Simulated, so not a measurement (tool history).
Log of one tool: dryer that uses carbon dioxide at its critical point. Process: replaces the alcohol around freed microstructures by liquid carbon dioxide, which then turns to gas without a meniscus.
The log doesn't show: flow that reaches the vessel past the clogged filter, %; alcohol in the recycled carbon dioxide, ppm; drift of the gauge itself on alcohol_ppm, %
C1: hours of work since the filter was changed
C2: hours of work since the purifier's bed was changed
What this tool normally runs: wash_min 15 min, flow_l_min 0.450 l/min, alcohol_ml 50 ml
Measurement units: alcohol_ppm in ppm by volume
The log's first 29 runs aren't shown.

{"run": 30, "day": 21.767, "wash_min": 11, "flow_l_min": 0.299, "alcohol_ml": 26, "C1": 11, "C2": 492, "alcohol_ppm": 1333}
{"run": 31, "day": 22.5, "wash_min": 9, "flow_l_min": 0.309, "alcohol_ml": 29, "C1": 20, "C2": 501, "alcohol_ppm": 2281}
{"run": 32, "day": 23.508, "wash_min": 11, "flow_l_min": 0.561, "alcohol_ml": 30, "C1": 31, "C2": 512, "alcohol_ppm": 211}
{"run": 33, "day": 24.246, "wash_min": 13, "flow_l_min": 0.652, "alcohol_ml": 30, "C1": 39, "C2": 520, "alcohol_ppm": 154}
{"run": 34, "day": 25.025, "wash_min": 15, "flow_l_min": 0.35, "alcohol_ml": 34, "C1": 48, "C2": 529, "alcohol_ppm": 393}
{"run": 35, "day": 25.633, "wash_min": 18, "flow_l_min": 0.618, "alcohol_ml": 61, "C1": 55, "C2": 536, "alcohol_ppm": 138}
{"run": 36, "day": 26.571, "wash_min": 15, "flow_l_min": 0.533, "alcohol_ml": 40, "C1": 65, "C2": 547, "alcohol_ppm": 156}
{"run": 37, "day": 27.633, "wash_min": 15, "flow_l_min": 0.533, "alcohol_ml": 40, "C1": 77, "C2": 559, "alcohol_ppm": 156}
{"run": 38, "day": 28.212, "wash_min": 15, "flow_l_min": 0.533, "alcohol_ml": 40, "C1": 84, "C2": 565, "alcohol_ppm": 175}
{"run": 39, "day": 29.108, "wash_min": 15, "flow_l_min": 0.533, "alcohol_ml": 40, "C1": 94, "C2": 575, "alcohol_ppm": 171}
{"run": 40, "day": 30.1, "wash_min": 12, "flow_l_min": 0.678, "alcohol_ml": 25, "C1": 105, "C2": 586, "alcohol_ppm": 157}
{"run": 41, "day": 31.021, "wash_min": 23, "flow_l_min": 0.366, "alcohol_ml": 25, "C1": 116, "C2": 597, "alcohol_ppm": 165}
{"run": 42, "day": 31.854, "wash_min": 23, "flow_l_min": 0.366, "alcohol_ml": 25, "C1": 125, "C2": 606, "alcohol_ppm": 166}
{"run": 43, "day": 32.971, "wash_min": 15, "flow_l_min": 0.45, "alcohol_ml": 96, "C1": 138, "C2": 619, "alcohol_ppm": 355}
{"run": 44, "day": 33.946, "wash_min": 15, "flow_l_min": 0.342, "alcohol_ml": 41, "C1": 149, "C2": 630, "alcohol_ppm": 549}
{"run": 45, "day": 34.675, "wash_min": 16, "flow_l_min": 0.517, "alcohol_ml": 33, "C1": 157, "C2": 638, "alcohol_ppm": 183}
{"run": 46, "day": 35.162, "wash_min": 21, "flow_l_min": 0.48, "alcohol_ml": 28, "C1": 162, "C2": 643, "alcohol_ppm": 165}

Each row is a separate what-if for the run after 46, all from the same tool condition, not one after another. Results?
{"run": "A", "day": 35.808, "wash_min": 16, "flow_l_min": 0.478, "alcohol_ml": 45, "C1": 170, "C2": 651, "alcohol_ppm": "?"}
{"run": "B", "day": 35.808, "wash_min": 21, "flow_l_min": 0.48, "alcohol_ml": 28, "C1": 170, "C2": 651, "alcohol_ppm": "?"}
{"run": "C", "day": 35.808, "wash_min": 10, "flow_l_min": 0.45, "alcohol_ml": 50, "C1": 170, "C2": 651, "alcohol_ppm": "?"}
{"run": "D", "day": 35.808, "wash_min": 21, "flow_l_min": 0.344, "alcohol_ml": 95, "C1": 170, "C2": 651, "alcohol_ppm": "?"}

run=A alcohol_ppm=205
run=B alcohol_ppm=172
run=C alcohol_ppm=981
run=D alcohol_ppm=311
With the hidden condition removed and each run's random variation left untouched, the same runs would have given:
run=A alcohol_ppm=36
run=B alcohol_ppm=13
run=C alcohol_ppm=669
run=D alcohol_ppm=113

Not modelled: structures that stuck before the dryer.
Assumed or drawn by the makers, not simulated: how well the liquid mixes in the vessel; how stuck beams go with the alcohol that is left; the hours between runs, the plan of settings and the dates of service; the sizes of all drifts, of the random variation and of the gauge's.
